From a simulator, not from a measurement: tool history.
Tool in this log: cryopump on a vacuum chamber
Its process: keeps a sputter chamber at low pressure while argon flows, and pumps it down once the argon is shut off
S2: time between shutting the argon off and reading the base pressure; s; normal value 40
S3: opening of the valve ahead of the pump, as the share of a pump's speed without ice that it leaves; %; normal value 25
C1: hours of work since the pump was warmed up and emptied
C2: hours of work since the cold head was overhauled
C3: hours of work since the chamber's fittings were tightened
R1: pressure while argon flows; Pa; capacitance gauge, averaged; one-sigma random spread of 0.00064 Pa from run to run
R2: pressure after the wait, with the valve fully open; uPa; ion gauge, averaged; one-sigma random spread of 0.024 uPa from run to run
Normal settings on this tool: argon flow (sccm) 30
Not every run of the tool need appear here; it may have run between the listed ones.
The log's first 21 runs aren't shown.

run 22 hour=301.4 | argon_flow_(sccm)=54 S2=139 S3=41 | C1=552 C2=552 C3=880 | R1=0.1201 R2=0.59
run 23 hour=310.4 | argon_flow_(sccm)=54 S2=139 S3=41 | C1=559 C2=559 C3=887 | R1=0.1200 R2=0.58
run 24 hour=320.4 | argon_flow_(sccm)=38 S2=40 S3=25 | C1=566 C2=566 C3=895 | R1=0.1342 R2=1.02
run 25 hour=336.0 | argon_flow_(sccm)=22 S2=40 S3=25 | C1=578 C2=578 C3=907 | R1=0.0784 R2=1.08
run 26 hour=349.1 | argon_flow_(sccm)=22 S2=40 S3=25 | C1=588 C2=588 C3=917 | R1=0.0781 R2=1.09
run 27 hour=362.5 | argon_flow_(sccm)=59 S2=156 S3=25 | C1=599 C2=599 C3=927 | R1=0.2093 R2=0.58
run 28 hour=376.9 | argon_flow_(sccm)=29 S2=63 S3=19 | C1=610 C2=610 C3=938 | R1=0.1333 R2=0.81
run 29 hour=392.2 | argon_flow_(sccm)=30 S2=99 S3=25 | C1=621 C2=621 C3=950 | R1=0.1079 R2=0.66
run 30 hour=413.6 | argon_flow_(sccm)=22 S2=113 S3=29 | C1=638 C2=638 C3=966 | R1=0.0695 R2=0.63
run 31 hour=435.2 | argon_flow_(sccm)=24 S2=27 S3=29 | C1=654 C2=654 C3=983 | R1=0.0742 R2=1.45
run 32 hour=453.4 | argon_flow_(sccm)=32 S2=24 S3=27 | C1=668 C2=668 C3=997 | R1=0.1072 R2=1.57

3 options for the next run, each taken on its own from the tool as it stands now. Forecast them:
run A hour=470.5 | argon_flow_(sccm)=30 S2=37 S3=25 | C1=681 C2=681 C3=1010 | R1=? R2=?
run B hour=470.5 | argon_flow_(sccm)=30 S2=106 S3=42 | C1=681 C2=681 C3=1010 | R1=? R2=?
run C hour=470.5 | argon_flow_(sccm)=18 S2=293 S3=44 | C1=681 C2=681 C3=1010 | R1=? R2=?

run=A R1=0.1078 R2=1.14
run=B R1=0.0683 R2=0.68
run=C R1=0.0390 R2=0.50
What these runs would have given with no unlogged condition in the tool:
run=A R1=0.1004 R2=0.90
run=B R1=0.0608 R2=0.43
run=C R1=0.0346 R2=0.26
